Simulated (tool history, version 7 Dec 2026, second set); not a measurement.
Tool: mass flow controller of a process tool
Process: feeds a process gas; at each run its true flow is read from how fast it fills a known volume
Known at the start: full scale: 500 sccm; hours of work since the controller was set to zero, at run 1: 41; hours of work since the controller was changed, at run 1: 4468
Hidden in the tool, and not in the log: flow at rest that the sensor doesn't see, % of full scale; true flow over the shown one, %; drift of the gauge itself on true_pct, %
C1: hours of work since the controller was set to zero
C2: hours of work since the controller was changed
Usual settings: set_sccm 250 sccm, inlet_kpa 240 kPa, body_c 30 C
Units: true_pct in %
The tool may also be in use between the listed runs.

run 1 hour=0.0 | set_sccm=250 inlet_kpa=240 body_c=30 | C1=41 C2=4468 | true_pct=99.28
run 2 hour=182.1 | set_sccm=250 inlet_kpa=263 body_c=30 | C1=120 C2=4547 | true_pct=99.40
run 3 hour=436.7 | set_sccm=250 inlet_kpa=171 body_c=30 | C1=230 C2=4657 | true_pct=99.02
run 4 hour=667.2 | set_sccm=250 inlet_kpa=240 body_c=30 | C1=329 C2=4757 | true_pct=99.40
run 5 hour=845.9 | set_sccm=250 inlet_kpa=240 body_c=30 | C1=407 C2=4834 | true_pct=99.44
run 6 hour=973.6 | set_sccm=250 inlet_kpa=240 body_c=30 | C1=462 C2=4889 | true_pct=99.43
run 7 hour=1160.8 | set_sccm=250 inlet_kpa=240 body_c=30 | C1=543 C2=4970 | true_pct=99.55
run 8 hour=1299.5 | set_sccm=250 inlet_kpa=240 body_c=30 | C1=603 C2=5030 | true_pct=99.43
run 9 hour=1581.2 | set_sccm=250 inlet_kpa=240 body_c=30 | C1=725 C2=5152 | true_pct=99.57
run 10 hour=1830.7 | set_sccm=250 inlet_kpa=240 body_c=30 | C1=832 C2=5260 | true_pct=99.67
run 11 hour=2029.5 | set_sccm=250 inlet_kpa=220 body_c=32 | C1=918 C2=5346 | true_pct=99.93
run 12 hour=2207.0 | set_sccm=250 inlet_kpa=175 body_c=32 | C1=995 C2=5423 | true_pct=99.50
run 13 hour=2384.0 | set_sccm=250 inlet_kpa=175 body_c=32 | C1=1072 C2=5499 | true_pct=99.62
run 14 hour=2561.7 | set_sccm=296 inlet_kpa=175 body_c=32 | C1=1148 C2=5576 | true_pct=100.07
run 15 hour=2796.3 | set_sccm=236 inlet_kpa=264 body_c=26 | C1=1250 C2=5677 | true_pct=99.63
run 16 hour=2971.6 | set_sccm=71 inlet_kpa=153 body_c=30 | C1=1326 C2=5753 | true_pct=98.60
run 17 hour=3204.8 | set_sccm=71 inlet_kpa=153 body_c=30 | C1=1426 C2=5854 | true_pct=98.77

Hidden state or all else? Some run-to-run changes of true_pct, split into what the settings, what came in and random variation would give without the hidden state, and what is left for the hidden state (with any gauge scatter that isn't in both results):
Run 2 -> 3: inlet_kpa 263 -> 171. true_pct -0.38 %: hidden state +0.06, all else -0.44.
Run 15 -> 16: set_sccm 236 -> 71, inlet_kpa 264 -> 153, body_c 26 -> 30. true_pct -1.03 %: hidden state +0.04, all else -1.07.
